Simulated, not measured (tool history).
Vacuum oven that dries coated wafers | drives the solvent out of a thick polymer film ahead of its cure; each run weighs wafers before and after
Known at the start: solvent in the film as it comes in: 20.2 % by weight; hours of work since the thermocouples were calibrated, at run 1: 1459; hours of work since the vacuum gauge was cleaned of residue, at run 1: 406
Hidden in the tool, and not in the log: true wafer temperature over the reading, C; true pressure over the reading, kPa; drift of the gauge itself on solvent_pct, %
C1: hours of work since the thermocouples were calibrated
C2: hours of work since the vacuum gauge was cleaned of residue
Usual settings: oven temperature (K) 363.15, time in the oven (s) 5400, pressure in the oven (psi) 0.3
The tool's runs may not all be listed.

{"run": 1, "hour": 0.0, "oven temperature (K)": 363.15, "time in the oven (s)": 5400, "pressure in the oven (psi)": 0.3, "C1": 1459, "C2": 406, "solvent left in the film (%)": 2.13}
{"run": 2, "hour": 82.8, "oven temperature (K)": 363.15, "time in the oven (s)": 5400, "pressure in the oven (psi)": 0.3, "C1": 1518, "C2": 466, "solvent left in the film (%)": 2.15}
{"run": 3, "hour": 140.5, "oven temperature (K)": 363.15, "time in the oven (s)": 2760, "pressure in the oven (psi)": 0.3, "C1": 1560, "C2": 507, "solvent left in the film (%)": 4.8}
{"run": 4, "hour": 205.8, "oven temperature (K)": 348.15, "time in the oven (s)": 5400, "pressure in the oven (psi)": 0.3, "C1": 1607, "C2": 554, "solvent left in the film (%)": 5.32}
{"run": 5, "hour": 270.3, "oven temperature (K)": 348.15, "time in the oven (s)": 5400, "pressure in the oven (psi)": 0.3, "C1": 1653, "C2": 601, "solvent left in the film (%)": 5.34}
{"run": 6, "hour": 332.2, "oven temperature (K)": 363.15, "time in the oven (s)": 5400, "pressure in the oven (psi)": 0.3, "C1": 1698, "C2": 646, "solvent left in the film (%)": 2.04}
{"hour": 387.6, "done": "oven's thermocouples calibrated"}
{"run": 7, "hour": 410.0, "oven temperature (K)": 363.15, "time in the oven (s)": 5400, "pressure in the oven (psi)": 0.3, "C1": 16, "C2": 700, "solvent left in the film (%)": 2.6}

The next listed run, before its measurement:
{"run": 8, "hour": 457.3, "oven temperature (K)": 363.15, "time in the oven (s)": 5400, "pressure in the oven (psi)": 0.3, "C1": 50, "C2": 734, "solvent left in the film (%)": "?"}

solvent left in the film (%): 2.54
Without the tool's hidden state the same run would have given solvent left in the film (%) 2.36.

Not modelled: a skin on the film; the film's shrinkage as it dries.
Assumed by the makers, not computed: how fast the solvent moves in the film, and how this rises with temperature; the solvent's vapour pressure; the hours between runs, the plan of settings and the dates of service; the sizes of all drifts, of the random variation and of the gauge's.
